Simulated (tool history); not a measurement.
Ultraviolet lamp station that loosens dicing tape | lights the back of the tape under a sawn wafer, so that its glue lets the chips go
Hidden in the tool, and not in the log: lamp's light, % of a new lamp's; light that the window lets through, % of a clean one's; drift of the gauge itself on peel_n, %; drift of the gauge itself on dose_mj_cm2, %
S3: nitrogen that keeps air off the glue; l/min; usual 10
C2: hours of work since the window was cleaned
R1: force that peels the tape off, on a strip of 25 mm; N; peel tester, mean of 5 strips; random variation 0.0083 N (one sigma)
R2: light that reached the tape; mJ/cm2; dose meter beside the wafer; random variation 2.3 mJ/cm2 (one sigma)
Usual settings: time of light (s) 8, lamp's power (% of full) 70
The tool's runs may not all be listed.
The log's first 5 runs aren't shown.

run 6 hour=302.9 | time_of_light_(s)=6 lamp's_power_(%_of_full)=70 S3=10 | hours_of_work_of_the_lamp=853 C2=364 | R1=1.057 R2=133
run 7 hour=371.4 | time_of_light_(s)=6 lamp's_power_(%_of_full)=70 S3=10 | hours_of_work_of_the_lamp=885 C2=395 | R1=1.079 R2=127
run 8 hour=413.6 | time_of_light_(s)=12 lamp's_power_(%_of_full)=70 S3=10 | hours_of_work_of_the_lamp=904 C2=415 | R1=0.284 R2=260
run 9 hour=467.8 | time_of_light_(s)=12 lamp's_power_(%_of_full)=70 S3=10 | hours_of_work_of_the_lamp=929 C2=440 | R1=0.296 R2=257
run 10 hour=518.1 | time_of_light_(s)=12 lamp's_power_(%_of_full)=73 S3=10 | hours_of_work_of_the_lamp=952 C2=463 | R1=0.278 R2=257
-- hour=522.8 window cleaned of glue's vapour
run 11 hour=548.3 | time_of_light_(s)=13 lamp's_power_(%_of_full)=70 S3=10 | hours_of_work_of_the_lamp=966 C2=12 | R1=0.276 R2=254
run 12 hour=601 | time_of_light_(s)=5 lamp's_power_(%_of_full)=70 S3=10 | hours_of_work_of_the_lamp=990 C2=36 | R1=1.759 R2=96
run 13 hour=673 | time_of_light_(s)=5 lamp's_power_(%_of_full)=70 S3=10 | hours_of_work_of_the_lamp=1023 C2=69 | R1=1.77 R2=99
run 14 hour=703.1 | time_of_light_(s)=5 lamp's_power_(%_of_full)=70 S3=10 | hours_of_work_of_the_lamp=1037 C2=83 | R1=1.859 R2=96
-- hour=765.9 window cleaned of glue's vapour, once more
run 15 hour=767.6 | time_of_light_(s)=5 lamp's_power_(%_of_full)=70 S3=10 | hours_of_work_of_the_lamp=1066 C2=1 | R1=1.363 R2=112
run 16 hour=817.4 | time_of_light_(s)=8 lamp's_power_(%_of_full)=70 S3=10 | hours_of_work_of_the_lamp=1089 C2=24 | R1=0.568 R2=177
run 17 hour=863.7 | time_of_light_(s)=8 lamp's_power_(%_of_full)=70 S3=10 | hours_of_work_of_the_lamp=1110 C2=45 | R1=0.598 R2=179
run 18 hour=931.4 | time_of_light_(s)=7 lamp's_power_(%_of_full)=94 S3=4 | hours_of_work_of_the_lamp=1141 C2=76 | R1=0.952 R2=207
run 19 hour=962.6 | time_of_light_(s)=5 lamp's_power_(%_of_full)=64 S3=11 | hours_of_work_of_the_lamp=1155 C2=90 | R1=1.623 R2=97
run 20 hour=1005.2 | time_of_light_(s)=8 lamp's_power_(%_of_full)=87 S3=11 | hours_of_work_of_the_lamp=1175 C2=110 | R1=0.384 R2=215

Forecast run 21:
run 21 hour=1047.5 | time_of_light_(s)=8 lamp's_power_(%_of_full)=87 S3=11 | hours_of_work_of_the_lamp=1194 C2=129 | R1=? R2=?

Run 21 gave R1 0.374 N, R2 214 mJ/cm2.
Without the tool's hidden state the same run would have given R1 0.217 N, R2 294 mJ/cm2.
